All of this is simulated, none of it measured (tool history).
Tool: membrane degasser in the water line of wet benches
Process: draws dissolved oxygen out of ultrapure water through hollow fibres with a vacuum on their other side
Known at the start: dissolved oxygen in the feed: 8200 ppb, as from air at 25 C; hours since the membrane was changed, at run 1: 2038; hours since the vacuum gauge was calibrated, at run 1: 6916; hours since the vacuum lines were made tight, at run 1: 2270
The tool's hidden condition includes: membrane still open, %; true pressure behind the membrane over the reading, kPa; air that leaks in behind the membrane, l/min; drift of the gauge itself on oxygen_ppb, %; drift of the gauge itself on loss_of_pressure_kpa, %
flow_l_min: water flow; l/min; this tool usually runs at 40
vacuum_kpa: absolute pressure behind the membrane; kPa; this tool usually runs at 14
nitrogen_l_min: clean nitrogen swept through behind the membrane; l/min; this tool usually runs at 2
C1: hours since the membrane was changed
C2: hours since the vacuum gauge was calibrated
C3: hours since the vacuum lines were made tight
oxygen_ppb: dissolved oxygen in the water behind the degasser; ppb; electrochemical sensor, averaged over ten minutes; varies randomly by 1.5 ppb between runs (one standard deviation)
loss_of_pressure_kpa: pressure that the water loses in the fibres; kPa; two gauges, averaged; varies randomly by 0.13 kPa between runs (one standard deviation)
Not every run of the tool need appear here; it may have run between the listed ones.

{"run": 1, "day": 0.0, "flow_l_min": 40, "vacuum_kpa": 14, "nitrogen_l_min": 2, "C1": 2038, "C2": 6916, "C3": 2270, "oxygen_ppb": 464.5, "loss_of_pressure_kpa": 28.89}
{"run": 2, "day": 4.204, "flow_l_min": 40, "vacuum_kpa": 14, "nitrogen_l_min": 2, "C1": 2139, "C2": 7016, "C3": 2371, "oxygen_ppb": 465.2, "loss_of_pressure_kpa": 28.94}
{"run": 3, "day": 13.171, "flow_l_min": 40, "vacuum_kpa": 14, "nitrogen_l_min": 2, "C1": 2354, "C2": 7232, "C3": 2586, "oxygen_ppb": 460.3, "loss_of_pressure_kpa": 28.64}
{"day": 21.146, "done": "vacuum gauge calibrated"}
{"run": 4, "day": 21.871, "flow_l_min": 40, "vacuum_kpa": 14, "nitrogen_l_min": 2, "C1": 2562, "C2": 17, "C3": 2794, "oxygen_ppb": 462.3, "loss_of_pressure_kpa": 28.53}
{"run": 5, "day": 25.912, "flow_l_min": 40, "vacuum_kpa": 14, "nitrogen_l_min": 2, "C1": 2659, "C2": 114, "C3": 2891, "oxygen_ppb": 461.2, "loss_of_pressure_kpa": 28.79}
{"run": 6, "day": 32.721, "flow_l_min": 40, "vacuum_kpa": 14, "nitrogen_l_min": 2, "C1": 2823, "C2": 278, "C3": 3055, "oxygen_ppb": 461.6, "loss_of_pressure_kpa": 28.81}
{"run": 7, "day": 39.608, "flow_l_min": 40, "vacuum_kpa": 14, "nitrogen_l_min": 2, "C1": 2988, "C2": 443, "C3": 3220, "oxygen_ppb": 459.8, "loss_of_pressure_kpa": 28.87}
{"run": 8, "day": 44.558, "flow_l_min": 40, "vacuum_kpa": 14, "nitrogen_l_min": 2, "C1": 3107, "C2": 562, "C3": 3339, "oxygen_ppb": 458.7, "loss_of_pressure_kpa": 28.81}
{"run": 9, "day": 52.625, "flow_l_min": 40, "vacuum_kpa": 14, "nitrogen_l_min": 2, "C1": 3300, "C2": 755, "C3": 3532, "oxygen_ppb": 457.4, "loss_of_pressure_kpa": 28.75}
{"run": 10, "day": 61.729, "flow_l_min": 40, "vacuum_kpa": 14, "nitrogen_l_min": 2, "C1": 3519, "C2": 974, "C3": 3751, "oxygen_ppb": 456.6, "loss_of_pressure_kpa": 28.87}
{"run": 11, "day": 68.158, "flow_l_min": 40, "vacuum_kpa": 14, "nitrogen_l_min": 2, "C1": 3673, "C2": 1128, "C3": 3905, "oxygen_ppb": 459, "loss_of_pressure_kpa": 28.98}
{"day": 70.404, "done": "seals of the vacuum lines changed"}
{"run": 12, "day": 76.062, "flow_l_min": 40, "vacuum_kpa": 8.7, "nitrogen_l_min": 2, "C1": 3861, "C2": 1316, "C3": 136, "oxygen_ppb": 241.4, "loss_of_pressure_kpa": 28.91}
{"run": 13, "day": 82.9, "flow_l_min": 40, "vacuum_kpa": 14, "nitrogen_l_min": 2, "C1": 4025, "C2": 1480, "C3": 300, "oxygen_ppb": 453.1, "loss_of_pressure_kpa": 28.82}
{"run": 14, "day": 88.788, "flow_l_min": 40, "vacuum_kpa": 14, "nitrogen_l_min": 2, "C1": 4166, "C2": 1621, "C3": 441, "oxygen_ppb": 458.1, "loss_of_pressure_kpa": 28.75}
{"run": 15, "day": 98.246, "flow_l_min": 38, "vacuum_kpa": 14, "nitrogen_l_min": 2, "C1": 4393, "C2": 1848, "C3": 668, "oxygen_ppb": 436.3, "loss_of_pressure_kpa": 27.39}
{"run": 16, "day": 105.121, "flow_l_min": 40, "vacuum_kpa": 14, "nitrogen_l_min": 2, "C1": 4558, "C2": 2013, "C3": 833, "oxygen_ppb": 457.4, "loss_of_pressure_kpa": 28.95}
{"run": 17, "day": 112.162, "flow_l_min": 62, "vacuum_kpa": 16, "nitrogen_l_min": 5, "C1": 4727, "C2": 2182, "C3": 1002, "oxygen_ppb": 403, "loss_of_pressure_kpa": 44.96}
{"run": 18, "day": 117.417, "flow_l_min": 62, "vacuum_kpa": 16, "nitrogen_l_min": 5, "C1": 4853, "C2": 2308, "C3": 1128, "oxygen_ppb": 402.6, "loss_of_pressure_kpa": 44.69}
{"run": 19, "day": 124.188, "flow_l_min": 24, "vacuum_kpa": 8.5, "nitrogen_l_min": 1.62, "C1": 5016, "C2": 2471, "C3": 1291, "oxygen_ppb": 174.3, "loss_of_pressure_kpa": 17.6}
{"run": 20, "day": 133.804, "flow_l_min": 24, "vacuum_kpa": 8.5, "nitrogen_l_min": 1.62, "C1": 5247, "C2": 2702, "C3": 1522, "oxygen_ppb": 174.4, "loss_of_pressure_kpa": 17.39}
{"run": 21, "day": 138.958, "flow_l_min": 28, "vacuum_kpa": 8.5, "nitrogen_l_min": 1.62, "C1": 5370, "C2": 2825, "C3": 1645, "oxygen_ppb": 201.2, "loss_of_pressure_kpa": 20.02}
{"run": 22, "day": 146.129, "flow_l_min": 28, "vacuum_kpa": 8.5, "nitrogen_l_min": 1.62, "C1": 5542, "C2": 2998, "C3": 1817, "oxygen_ppb": 198.6, "loss_of_pressure_kpa": 19.99}
{"run": 23, "day": 154.896, "flow_l_min": 28, "vacuum_kpa": 8.5, "nitrogen_l_min": 1.62, "C1": 5753, "C2": 3208, "C3": 2028, "oxygen_ppb": 198.3, "loss_of_pressure_kpa": 20.22}
{"day": 156.221, "done": "gauge calibrated"}
{"run": 24, "day": 161.708, "flow_l_min": 28, "vacuum_kpa": 8.5, "nitrogen_l_min": 1.62, "C1": 5916, "C2": 3371, "C3": 2191, "oxygen_ppb": 203.3, "loss_of_pressure_kpa": 20.37}
{"run": 25, "day": 166.488, "flow_l_min": 54, "vacuum_kpa": 8.5, "nitrogen_l_min": 2.01, "C1": 6031, "C2": 3486, "C3": 2306, "oxygen_ppb": 326, "loss_of_pressure_kpa": 38.87}
{"run": 26, "day": 171.225, "flow_l_min": 54, "vacuum_kpa": 8.5, "nitrogen_l_min": 2.01, "C1": 6145, "C2": 3600, "C3": 2420, "oxygen_ppb": 323.1, "loss_of_pressure_kpa": 38.88}
{"run": 27, "day": 180.158, "flow_l_min": 54, "vacuum_kpa": 8.5, "nitrogen_l_min": 2.01, "C1": 6359, "C2": 3814, "C3": 2634, "oxygen_ppb": 324.3, "loss_of_pressure_kpa": 39.11}
{"run": 28, "day": 184.804, "flow_l_min": 54, "vacuum_kpa": 8.5, "nitrogen_l_min": 2.01, "C1": 6471, "C2": 3926, "C3": 2746, "oxygen_ppb": 326.1, "loss_of_pressure_kpa": 38.98}
{"run": 29, "day": 193.992, "flow_l_min": 24, "vacuum_kpa": 34.2, "nitrogen_l_min": 2.57, "C1": 6691, "C2": 4146, "C3": 2966, "oxygen_ppb": 634.9, "loss_of_pressure_kpa": 17.4}
{"run": 30, "day": 202.738, "flow_l_min": 38, "vacuum_kpa": 13.3, "nitrogen_l_min": 2.57, "C1": 6901, "C2": 4356, "C3": 3176, "oxygen_ppb": 332.4, "loss_of_pressure_kpa": 27.23}
{"run": 31, "day": 210.212, "flow_l_min": 36, "vacuum_kpa": 10.1, "nitrogen_l_min": 1.27, "C1": 7080, "C2": 4536, "C3": 3355, "oxygen_ppb": 397.5, "loss_of_pressure_kpa": 25.72}
{"run": 32, "day": 214.5, "flow_l_min": 48, "vacuum_kpa": 17.4, "nitrogen_l_min": 2, "C1": 7183, "C2": 4638, "C3": 3458, "oxygen_ppb": 697.1, "loss_of_pressure_kpa": 34.69}

Per-run results on a tool with no hidden state, each run keeping its own random variation:
run=1 oxygen_ppb=464.3
run=2 oxygen_ppb=465.2
run=3 oxygen_ppb=460.9
run=4 oxygen_ppb=463.7
run=5 oxygen_ppb=462.9
run=6 oxygen_ppb=463.7
run=7 oxygen_ppb=462.3
run=8 oxygen_ppb=461.5
run=9 oxygen_ppb=460.8
run=10 oxygen_ppb=460.5
run=11 oxygen_ppb=463.4
run=12 oxygen_ppb=244
run=13 oxygen_ppb=458.4
run=14 oxygen_ppb=463.7
run=15 oxygen_ppb=442.3
run=16 oxygen_ppb=464.2
run=17 oxygen_ppb=409.3
run=18 oxygen_ppb=409.2
run=19 oxygen_ppb=177.3
run=20 oxygen_ppb=177.6
run=21 oxygen_ppb=205.1
run=22 oxygen_ppb=202.6
run=23 oxygen_ppb=202.6
run=24 oxygen_ppb=203.4
run=25 oxygen_ppb=326.3
run=26 oxygen_ppb=323.6
run=27 oxygen_ppb=325.2
run=28 oxygen_ppb=327.2
run=29 oxygen_ppb=638.2
run=30 oxygen_ppb=334.5
run=31 oxygen_ppb=400.3
run=32 oxygen_ppb=702.6
loss_of_pressure_kpa: at most 0.02 kPa away from the measurement, every run.

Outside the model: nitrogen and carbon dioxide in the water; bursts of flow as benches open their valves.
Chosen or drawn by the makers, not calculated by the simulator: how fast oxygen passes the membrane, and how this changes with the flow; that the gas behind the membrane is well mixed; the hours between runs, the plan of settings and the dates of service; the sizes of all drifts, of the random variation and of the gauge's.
